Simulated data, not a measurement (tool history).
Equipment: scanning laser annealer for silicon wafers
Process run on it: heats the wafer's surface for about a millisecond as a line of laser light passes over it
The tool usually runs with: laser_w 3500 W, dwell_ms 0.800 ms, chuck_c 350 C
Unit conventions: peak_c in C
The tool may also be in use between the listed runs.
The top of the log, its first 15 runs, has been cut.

Run 16, hour 1076.3: usual settings but dwell_ms 0.561 ms. Result: peak_c 999 C.
Run 17, hour 1155.5: usual settings but chuck_c 333 C. Result: peak_c 1111 C.
Run 18, hour 1243.1: usual settings but chuck_c 333 C. Result: peak_c 1112 C.
Run 19, hour 1288.4: usual settings but chuck_c 333 C. Result: peak_c 1103 C.
Run 20, hour 1349.1: usual settings but chuck_c 333 C. Result: peak_c 1104 C.
At hour 1374.9: window over the wafer cleaned.
Run 21, hour 1407.8: usual settings but chuck_c 333 C. Result: peak_c 1146 C.
Run 22, hour 1495.9: usual settings but laser_w 3096 W, dwell_ms 0.694 ms, chuck_c 314 C. Result: peak_c 971 C.
Run 23, hour 1554.2: usual settings but laser_w 3096 W, dwell_ms 0.785 ms, chuck_c 356 C. Result: peak_c 1051 C.
Run 24, hour 1595.2: usual settings but laser_w 3527 W, dwell_ms 0.842 ms, chuck_c 343 C. Result: peak_c 1177 C.
Run 25, hour 1666.1: usual settings but laser_w 3478 W, dwell_ms 0.625 ms. Result: peak_c 1049 C.
Run 26, hour 1735.0: usual settings but laser_w 3127 W, dwell_ms 0.607 ms. Result: peak_c 957 C.
Run 27, hour 1817.1: usual settings but laser_w 3127 W, dwell_ms 0.607 ms. Result: peak_c 955 C.
Run 28, hour 1891.3: usual settings but laser_w 3174 W, dwell_ms 0.607 ms, chuck_c 355 C. Result: peak_c 967 C.
Run 29, hour 1945.8: usual settings but laser_w 3704 W. Result: peak_c 1190 C.
Run 30, hour 2043.0: usual settings but dwell_ms 0.611 ms, chuck_c 359 C. Result: peak_c 1040 C.
Run 31, hour 2097.4: usual settings but laser_w 3537 W, dwell_ms 0.635 ms, chuck_c 385 C. Result: peak_c 1086 C.
Run 32, hour 2193.9: usual settings but laser_w 3537 W, dwell_ms 0.635 ms, chuck_c 385 C. Result: peak_c 1081 C.
Run 33, hour 2273.3: usual settings but laser_w 3789 W, dwell_ms 0.841 ms, chuck_c 385 C. Result: peak_c 1256 C.
Run 34, hour 2324.8: usual settings but laser_w 3789 W, dwell_ms 0.841 ms, chuck_c 385 C. Result: peak_c 1248 C.
At hour 2359.8: window over the wafer cleaned.
Run 35, hour 2424.5: usual settings but laser_w 3462 W, dwell_ms 0.841 ms, chuck_c 376 C. Result: peak_c 1194 C.
Run 36, hour 2504.0: usual settings but laser_w 3350 W, dwell_ms 0.951 ms, chuck_c 376 C. Result: peak_c 1213 C.
Run 37, hour 2546.7: usual settings but laser_w 3350 W, dwell_ms 0.951 ms, chuck_c 376 C. Result: peak_c 1209 C.

Branching from run 37: 4 alternative next runs. What would each branch give?
Run A, hour 2620.9: usual settings but laser_w 3843 W, chuck_c 369 C. Result: peak_c ?.
Run B, hour 2620.9: usual settings but laser_w 3350 W, dwell_ms 0.951 ms, chuck_c 354 C. Result: peak_c ?.
Run C, hour 2620.9: usual settings but laser_w 3173 W, dwell_ms 0.667 ms, chuck_c 359 C. Result: peak_c ?.
Run D, hour 2620.9: usual settings but laser_w 3384 W. Result: peak_c ?.

run  peak_c
  A    1255
  B    1186
  C    1010
  D    1117
With no hidden state in the tool, these same runs would have given:
run  peak_c
  A    1271
  B    1201
  C    1022
  D    1131
